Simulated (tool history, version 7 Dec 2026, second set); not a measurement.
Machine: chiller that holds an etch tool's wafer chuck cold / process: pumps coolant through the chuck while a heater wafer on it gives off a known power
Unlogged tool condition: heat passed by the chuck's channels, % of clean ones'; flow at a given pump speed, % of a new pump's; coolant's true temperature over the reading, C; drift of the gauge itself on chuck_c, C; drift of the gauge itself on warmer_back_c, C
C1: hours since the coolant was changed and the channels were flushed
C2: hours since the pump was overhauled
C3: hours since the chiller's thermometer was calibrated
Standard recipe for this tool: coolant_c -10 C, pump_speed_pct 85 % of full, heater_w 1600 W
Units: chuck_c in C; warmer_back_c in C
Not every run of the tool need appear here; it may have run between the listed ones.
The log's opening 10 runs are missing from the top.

{"run": 11, "hour": 1630.5, "coolant_c": -8, "pump_speed_pct": 85, "heater_w": 1600, "C1": 1430, "C2": 8087, "C3": 488, "chuck_c": 7.7, "warmer_back_c": 6.01}
{"run": 12, "hour": 1757.8, "coolant_c": -8, "pump_speed_pct": 85, "heater_w": 1600, "C1": 1557, "C2": 8215, "C3": 615, "chuck_c": 7.9, "warmer_back_c": 6.08}
{"run": 13, "hour": 1944.6, "coolant_c": -8, "pump_speed_pct": 85, "heater_w": 1600, "C1": 1744, "C2": 8401, "C3": 802, "chuck_c": 8.0, "warmer_back_c": 5.99}
{"run": 14, "hour": 2089.4, "coolant_c": -10, "pump_speed_pct": 85, "heater_w": 1600, "C1": 1889, "C2": 8546, "C3": 947, "chuck_c": 6.1, "warmer_back_c": 6.02}
{"run": 15, "hour": 2228.6, "coolant_c": -10, "pump_speed_pct": 85, "heater_w": 1600, "C1": 2028, "C2": 8685, "C3": 1086, "chuck_c": 6.0, "warmer_back_c": 6.07}
{"run": 16, "hour": 2387.6, "coolant_c": -10, "pump_speed_pct": 71, "heater_w": 1600, "C1": 2187, "C2": 8844, "C3": 1245, "chuck_c": 9.2, "warmer_back_c": 7.38}
{"run": 17, "hour": 2586.0, "coolant_c": -10, "pump_speed_pct": 71, "heater_w": 1600, "C1": 2386, "C2": 9043, "C3": 1443, "chuck_c": 9.1, "warmer_back_c": 7.34}
{"run": 18, "hour": 2726.3, "coolant_c": -10, "pump_speed_pct": 71, "heater_w": 1600, "C1": 2526, "C2": 9183, "C3": 1584, "chuck_c": 9.3, "warmer_back_c": 7.4}
{"run": 19, "hour": 2817.3, "coolant_c": -10, "pump_speed_pct": 71, "heater_w": 1600, "C1": 2617, "C2": 9274, "C3": 1675, "chuck_c": 9.4, "warmer_back_c": 7.4}
{"run": 20, "hour": 2920.2, "coolant_c": -10, "pump_speed_pct": 65, "heater_w": 1392, "C1": 2720, "C2": 9377, "C3": 1777, "chuck_c": 8.3, "warmer_back_c": 7.09}
{"run": 21, "hour": 3060.2, "coolant_c": -5, "pump_speed_pct": 65, "heater_w": 2373, "C1": 2860, "C2": 9517, "C3": 1917, "chuck_c": 26.4, "warmer_back_c": 12.21}
{"run": 22, "hour": 3234.0, "coolant_c": -5, "pump_speed_pct": 94, "heater_w": 986, "C1": 3034, "C2": 9691, "C3": 2091, "chuck_c": 4.4, "warmer_back_c": 3.33}
{"run": 23, "hour": 3377.6, "coolant_c": -4, "pump_speed_pct": 91, "heater_w": 1570, "C1": 3177, "C2": 9834, "C3": 2235, "chuck_c": 11.4, "warmer_back_c": 5.6}
{"hour": 3395.6, "done": "chiller's thermometer calibrated"}
{"run": 24, "hour": 3470.6, "coolant_c": -3, "pump_speed_pct": 98, "heater_w": 1600, "C1": 3269, "C2": 9926, "C3": 75, "chuck_c": 11.4, "warmer_back_c": 5.26}
{"run": 25, "hour": 3561.8, "coolant_c": -11, "pump_speed_pct": 74, "heater_w": 1600, "C1": 3360, "C2": 10018, "C3": 166, "chuck_c": 7.8, "warmer_back_c": 7.15}
{"run": 26, "hour": 3653.3, "coolant_c": -8, "pump_speed_pct": 61, "heater_w": 806, "C1": 3452, "C2": 10109, "C3": 258, "chuck_c": 3.4, "warmer_back_c": 4.45}
{"run": 27, "hour": 3779.1, "coolant_c": -2, "pump_speed_pct": 85, "heater_w": 1600, "C1": 3578, "C2": 10235, "C3": 383, "chuck_c": 14.5, "warmer_back_c": 6.18}
{"run": 28, "hour": 3872.2, "coolant_c": -2, "pump_speed_pct": 85, "heater_w": 1600, "C1": 3671, "C2": 10328, "C3": 477, "chuck_c": 14.9, "warmer_back_c": 6.19}

Run 29 comes next. What will it give?
{"run": 29, "hour": 4073.1, "coolant_c": -7, "pump_speed_pct": 79, "heater_w": 1386, "C1": 3872, "C2": 10529, "C3": 677, "chuck_c": "?", "warmer_back_c": "?"}

chuck_c: 8.8 C
warmer_back_c: 5.81 C
Take away the tool's hidden state, keep the run-to-run variation as it was, and the same run would have given chuck_c 6.3 C, warmer_back_c 5.07 C.
